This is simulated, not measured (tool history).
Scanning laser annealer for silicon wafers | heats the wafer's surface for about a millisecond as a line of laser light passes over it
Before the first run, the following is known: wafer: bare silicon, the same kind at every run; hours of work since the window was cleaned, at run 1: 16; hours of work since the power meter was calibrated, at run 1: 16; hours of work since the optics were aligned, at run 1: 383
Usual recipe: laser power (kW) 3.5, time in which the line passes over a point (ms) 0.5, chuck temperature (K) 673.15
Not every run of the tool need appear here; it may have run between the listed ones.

run    hour  laser power (kW)  time in which the line passes over a point (ms)  chuck temperature (K)  hours of work since the window was cleaned  hours of work since the power meter was calibrated  hours of work since the optics were aligned  highest temperature of the surface (K)
  1       0               3.5                                              0.5                 673.15                                          16                                                  16                                          383                                 1489.15
  2    81.7               3.5                                              0.5                 673.15                                          65                                                  65                                          432                                 1487.15
  3   123.7               3.5                                              0.5                 673.15                                          90                                                  90                                          457                                 1483.15
  4     200               3.5                                              0.5                 673.15                                         136                                                 136                                          503                                 1482.15
  5     259               3.5                                              0.5                 673.15                                         171                                                 171                                          538                                 1479.15
  6   322.7               3.5                                              0.5                 673.15                                         209                                                 209                                          576                                 1479.15
  7   406.8               3.5                                              0.5                 667.15                                         259                                                 259                                          626                                 1471.15
  8   490.9               3.5                                              0.5                 667.15                                         310                                                 310                                          677                                 1467.15
  9   561.7               3.5                                              0.5                 667.15                                         352                                                 352                                          719                                 1466.15
 10   634.2               3.5                                              0.5                 667.15                                         395                                                 395                                          762                                 1464.15
 11   682.9               3.5                                              0.5                 700.15                                         424                                                 424                                          791                                 1496.15
      692.3  -- optics aligned, line set to its width
 12     729               3.5                                              0.5                 700.15                                         449                                                 449                                           22                                 1512.15
 13   788.8               3.5                                              0.5                 660.15                                         485                                                 485                                           58                                 1471.15
 14   876.5             3.825                                              0.5                 673.15                                         537                                                 537                                          110                                 1557.15
 15   939.4             3.825                                              0.5                 673.15                                         575                                                 575                                          148                                 1555.15
 16  1001.9             3.825                                              0.5                 691.15                                         612                                                 612                                          185                                 1572.15
 17  1071.1               3.5                                            0.443                 673.15                                         653                                                 653                                          226                                 1420.15
 18  1128.4               3.5                                              0.5                 673.15                                         688                                                 688                                          261                                 1472.15
 19    1217               3.5                                              0.5                 673.15                                         740                                                 740                                          314                                 1472.15
 20  1307.8               3.5                                              0.5                 638.15                                         795                                                 795                                          368                                 1432.15
 21  1364.4             3.707                                            0.462                 673.15                                         829                                                 829                                          402                                 1478.15
 22  1428.9             3.771                                            0.494                 703.15                                         867                                                 867                                          440                                 1551.15
 23  1514.7             3.263                                              0.5                 677.15                                         918                                                 918                                          492                                 1411.15
       1526  -- window over the wafer cleaned
 24  1573.3             3.703                                              0.5                 677.15                                          28                                                 952                                          525                                 1534.15
 25  1617.4             3.703                                              0.5                 677.15                                          55                                                 979                                          552                                 1537.15
 26  1655.5             3.131                                            0.361                 674.15                                          77                                                1001                                          575                                 1273.15
 27  1709.3             3.516                                              0.5                 641.15                                         110                                                1034                                          607                                 1452.15
 28  1791.3             3.516                                              0.5                 641.15                                         159                                                1083                                          656                                 1448.15
 29  1840.8             3.379                                            0.393                 689.15                                         188                                                1112                                          685                                 1362.15
 30  1920.8             3.344                                              0.5                 673.15                                         236                                                1160                                          733                                 1434.15
 31  1978.5             3.652                                              0.5                 673.15                                         270                                                1194                                          768                                 1508.15
       2034  -- optics aligned, line set to its width
 32  2045.2             3.298                                             0.49                 673.15                                         307                                                1231                                            7                                 1432.15
 33  2109.4             3.298                                             0.49                 673.15                                         346                                                1270                                           45                                 1428.15
 34  2200.4             3.298                                            0.494                 673.15                                         400                                                1324                                           99                                 1427.15
 35  2267.1             3.298                                            0.494                 673.15                                         440                                                1364                                          139                                 1427.15
 36  2358.7              3.59                                            0.494                 663.15                                         495                                                1419                                          194                                 1485.15
 37  2441.4              3.59                                            0.494                 663.15                                         544                                                1468                                          244                                 1485.15
 38  2489.2               3.5                                              0.5                 665.15                                         573                                                1497                                          272                                 1467.15
 39  2532.9             3.025                                              0.5                 663.15                                         599                                                1523                                          298                                 1351.15

The next listed run, before its measurement:
 40  2620.5             3.749                                              0.5                 639.15                                         651                                                1575                                          351                                       ?

Run 40 gave highest temperature of the surface (K) 1499.15.
Were there no unlogged condition in the tool, this run, its random variation unchanged, would have produced highest temperature of the surface (K) 1530.15.
